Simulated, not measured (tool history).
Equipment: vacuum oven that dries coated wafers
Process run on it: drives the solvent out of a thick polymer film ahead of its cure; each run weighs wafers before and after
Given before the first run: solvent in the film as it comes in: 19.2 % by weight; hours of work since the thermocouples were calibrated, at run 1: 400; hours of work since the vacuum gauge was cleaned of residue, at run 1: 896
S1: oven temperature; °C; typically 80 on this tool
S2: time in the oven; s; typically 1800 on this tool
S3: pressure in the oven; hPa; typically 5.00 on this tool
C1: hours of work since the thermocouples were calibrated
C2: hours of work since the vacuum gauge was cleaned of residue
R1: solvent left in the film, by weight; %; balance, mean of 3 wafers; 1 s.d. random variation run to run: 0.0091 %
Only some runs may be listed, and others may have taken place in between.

run 1 hour=0.0 | S1=80 S2=1800 S3=5.00 | C1=400 C2=896 | R1=1.288
run 2 hour=13.0 | S1=80 S2=1800 S3=5.00 | C1=410 C2=906 | R1=1.299
run 3 hour=26.8 | S1=80 S2=1800 S3=5.00 | C1=420 C2=916 | R1=1.277
run 4 hour=41.5 | S1=80 S2=1800 S3=5.00 | C1=430 C2=926 | R1=1.294
run 5 hour=54.7 | S1=80 S2=1800 S3=5.00 | C1=440 C2=936 | R1=1.313
run 6 hour=73.9 | S1=80 S2=1800 S3=5.00 | C1=453 C2=950 | R1=1.315
run 7 hour=83.9 | S1=80 S2=1800 S3=5.00 | C1=461 C2=957 | R1=1.294
run 8 hour=95.9 | S1=80 S2=1800 S3=5.00 | C1=469 C2=965 | R1=1.285
run 9 hour=116.5 | S1=80 S2=1800 S3=5.00 | C1=484 C2=980 | R1=1.304
run 10 hour=127.8 | S1=80 S2=1800 S3=9.09 | C1=492 C2=988 | R1=1.583
run 11 hour=145.3 | S1=80 S2=1800 S3=3.00 | C1=505 C2=1001 | R1=1.171
run 12 hour=156.7 | S1=80 S2=1800 S3=3.00 | C1=513 C2=1009 | R1=1.167
run 13 hour=165.9 | S1=80 S2=1800 S3=3.00 | C1=520 C2=1016 | R1=1.174
run 14 hour=176.6 | S1=68 S2=1080 S3=3.91 | C1=527 C2=1023 | R1=7.461
run 15 hour=193.6 | S1=84 S2=2580 S3=5.43 | C1=540 C2=1036 | R1=0.670
run 16 hour=212.9 | S1=84 S2=2580 S3=5.43 | C1=553 C2=1050 | R1=0.676
run 17 hour=225.4 | S1=84 S2=1440 S3=11.20 | C1=562 C2=1058 | R1=1.477
run 18 hour=246.9 | S1=80 S2=2760 S3=8.27 | C1=578 C2=1074 | R1=1.077

Forecast run 19:
run 19 hour=263.0 | S1=80 S2=1620 S3=5.00 | C1=589 C2=1086 | R1=?

R1: 1.552 %
Without the tool's hidden state the same run would have given R1 1.378 %.

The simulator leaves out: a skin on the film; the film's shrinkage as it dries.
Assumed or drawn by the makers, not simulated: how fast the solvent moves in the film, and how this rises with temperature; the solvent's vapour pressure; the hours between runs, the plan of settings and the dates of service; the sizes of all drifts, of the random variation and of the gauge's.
